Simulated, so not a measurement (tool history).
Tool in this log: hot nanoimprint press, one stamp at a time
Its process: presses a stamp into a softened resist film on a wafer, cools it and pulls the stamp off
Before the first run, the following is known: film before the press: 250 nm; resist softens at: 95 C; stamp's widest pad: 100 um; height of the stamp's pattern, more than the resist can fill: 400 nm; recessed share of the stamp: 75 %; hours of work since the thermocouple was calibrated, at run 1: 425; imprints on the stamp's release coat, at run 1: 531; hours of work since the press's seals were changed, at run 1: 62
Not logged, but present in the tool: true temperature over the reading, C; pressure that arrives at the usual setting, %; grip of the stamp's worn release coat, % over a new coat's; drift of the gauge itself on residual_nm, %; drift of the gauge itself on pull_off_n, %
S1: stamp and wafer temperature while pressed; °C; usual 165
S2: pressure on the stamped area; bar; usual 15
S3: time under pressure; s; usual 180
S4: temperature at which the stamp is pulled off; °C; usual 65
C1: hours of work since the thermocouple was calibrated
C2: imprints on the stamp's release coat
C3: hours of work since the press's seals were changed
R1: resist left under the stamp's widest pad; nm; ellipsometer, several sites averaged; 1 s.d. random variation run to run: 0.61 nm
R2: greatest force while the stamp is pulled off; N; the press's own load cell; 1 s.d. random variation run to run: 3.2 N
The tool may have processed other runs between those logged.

{"run": 1, "day": 0.0, "S1": 165, "S2": 15, "S3": 180, "S4": 65, "C1": 425, "C2": 531, "C3": 62, "R1": 116.3, "R2": 206}
{"run": 2, "day": 0.692, "S1": 165, "S2": 15, "S3": 199, "S4": 65, "C1": 436, "C2": 594, "C3": 73, "R1": 111.2, "R2": 213}
{"day": 1.175, "done": "stamp cleaned and given a new release coat"}
{"run": 3, "day": 2.467, "S1": 165, "S2": 15, "S3": 199, "S4": 65, "C1": 460, "C2": 115, "C3": 97, "R1": 110.5, "R2": 209}
{"run": 4, "day": 3.912, "S1": 165, "S2": 15, "S3": 199, "S4": 65, "C1": 483, "C2": 245, "C3": 121, "R1": 111.3, "R2": 203}
{"run": 5, "day": 5.346, "S1": 165, "S2": 15, "S3": 199, "S4": 65, "C1": 506, "C2": 374, "C3": 144, "R1": 110.4, "R2": 206}
{"run": 6, "day": 6.571, "S1": 165, "S2": 9.9, "S3": 180, "S4": 65, "C1": 526, "C2": 484, "C3": 163, "R1": 137.1, "R2": 212}
{"day": 6.833, "done": "plate thermocouple calibrated"}
{"run": 7, "day": 8.017, "S1": 165, "S2": 9.9, "S3": 180, "S4": 65, "C1": 19, "C2": 603, "C3": 184, "R1": 137.7, "R2": 208}
{"day": 8.346, "done": "stamp cleaned and given a new release coat"}
{"run": 8, "day": 9.529, "S1": 165, "S2": 15, "S3": 180, "S4": 65, "C1": 39, "C2": 106, "C3": 205, "R1": 115.9, "R2": 204}
{"run": 9, "day": 10.371, "S1": 174, "S2": 15, "S3": 180, "S4": 65, "C1": 53, "C2": 182, "C3": 218, "R1": 79.5, "R2": 206}
{"run": 10, "day": 11.683, "S1": 174, "S2": 15, "S3": 180, "S4": 65, "C1": 74, "C2": 300, "C3": 239, "R1": 79.1, "R2": 209}
{"run": 11, "day": 13.188, "S1": 162, "S2": 15, "S3": 180, "S4": 65, "C1": 98, "C2": 435, "C3": 263, "R1": 132.9, "R2": 210}
{"run": 12, "day": 14.479, "S1": 162, "S2": 15, "S3": 180, "S4": 65, "C1": 119, "C2": 551, "C3": 284, "R1": 133.4, "R2": 206}
{"day": 15.392, "done": "stamp cleaned and given a new release coat"}
{"run": 13, "day": 15.567, "S1": 154, "S2": 15, "S3": 180, "S4": 65, "C1": 132, "C2": 16, "C3": 298, "R1": 179.3, "R2": 209}
{"run": 14, "day": 16.438, "S1": 165, "S2": 15, "S3": 180, "S4": 65, "C1": 146, "C2": 94, "C3": 311, "R1": 117, "R2": 208}
{"run": 15, "day": 17.171, "S1": 165, "S2": 15, "S3": 180, "S4": 65, "C1": 158, "C2": 159, "C3": 323, "R1": 117, "R2": 210}
{"run": 16, "day": 17.921, "S1": 165, "S2": 15, "S3": 234, "S4": 70, "C1": 170, "C2": 227, "C3": 335, "R1": 105.6, "R2": 197}
{"run": 17, "day": 18.867, "S1": 156, "S2": 15, "S3": 170, "S4": 70, "C1": 185, "C2": 312, "C3": 350, "R1": 170.8, "R2": 194}
{"run": 18, "day": 20.179, "S1": 165, "S2": 11.3, "S3": 180, "S4": 59, "C1": 206, "C2": 430, "C3": 372, "R1": 130.6, "R2": 227}
{"run": 19, "day": 20.958, "S1": 165, "S2": 11.3, "S3": 180, "S4": 59, "C1": 219, "C2": 500, "C3": 384, "R1": 130, "R2": 227}
{"day": 22.4, "done": "stamp cleaned and given a new release coat"}
{"run": 20, "day": 22.429, "S1": 165, "S2": 11.3, "S3": 90, "S4": 68, "C1": 238, "C2": 2, "C3": 404, "R1": 164.8, "R2": 202}
{"run": 21, "day": 23.354, "S1": 157, "S2": 15, "S3": 180, "S4": 73, "C1": 253, "C2": 85, "C3": 418, "R1": 163.2, "R2": 194}
{"run": 22, "day": 24.133, "S1": 161, "S2": 16.8, "S3": 212, "S4": 52, "C1": 265, "C2": 155, "C3": 431, "R1": 125.7, "R2": 231}
{"run": 23, "day": 25.546, "S1": 161, "S2": 16.8, "S3": 212, "S4": 52, "C1": 288, "C2": 283, "C3": 454, "R1": 125.1, "R2": 240}
{"run": 24, "day": 26.696, "S1": 165, "S2": 15, "S3": 180, "S4": 52, "C1": 307, "C2": 386, "C3": 472, "R1": 116.5, "R2": 241}
{"run": 25, "day": 27.796, "S1": 165, "S2": 15, "S3": 275, "S4": 65, "C1": 324, "C2": 484, "C3": 490, "R1": 99.4, "R2": 209}
{"day": 29.388, "done": "stamp cleaned and given a new release coat"}
{"run": 26, "day": 29.388, "S1": 165, "S2": 15, "S3": 275, "S4": 65, "C1": 346, "C2": 0, "C3": 511, "R1": 99.5, "R2": 213}
{"run": 27, "day": 30.242, "S1": 162, "S2": 20.8, "S3": 193, "S4": 57, "C1": 359, "C2": 77, "C3": 525, "R1": 115, "R2": 228}
{"run": 28, "day": 31.729, "S1": 162, "S2": 20.8, "S3": 193, "S4": 57, "C1": 383, "C2": 210, "C3": 549, "R1": 115.2, "R2": 225}
{"run": 29, "day": 33.162, "S1": 162, "S2": 18.2, "S3": 116, "S4": 57, "C1": 406, "C2": 339, "C3": 572, "R1": 145.2, "R2": 227}

The logged runs with the hidden state left out (each run's random variation unchanged):
run=1 R1=116.5
run=2 R1=111.4
run=3 R1=110.6
run=4 R1=111.3
run=5 R1=110.3
run=6 R1=136.8
run=7 R1=137
run=8 R1=115.3
run=9 R1=79
run=10 R1=78.6
run=11 R1=131.9
run=12 R1=132.3
run=13 R1=177.6
run=14 R1=115.9
run=15 R1=115.9
run=16 R1=104.5
run=17 R1=168.9
run=18 R1=129.1
run=19 R1=128.4
run=20 R1=162.7
run=21 R1=161
run=22 R1=124
run=23 R1=123.3
run=24 R1=114.7
run=25 R1=97.8
run=26 R1=97.9
run=27 R1=113
run=28 R1=113.1
run=29 R1=142.4
For R2, the value without the hidden state is never more than 1 N from the measured value.
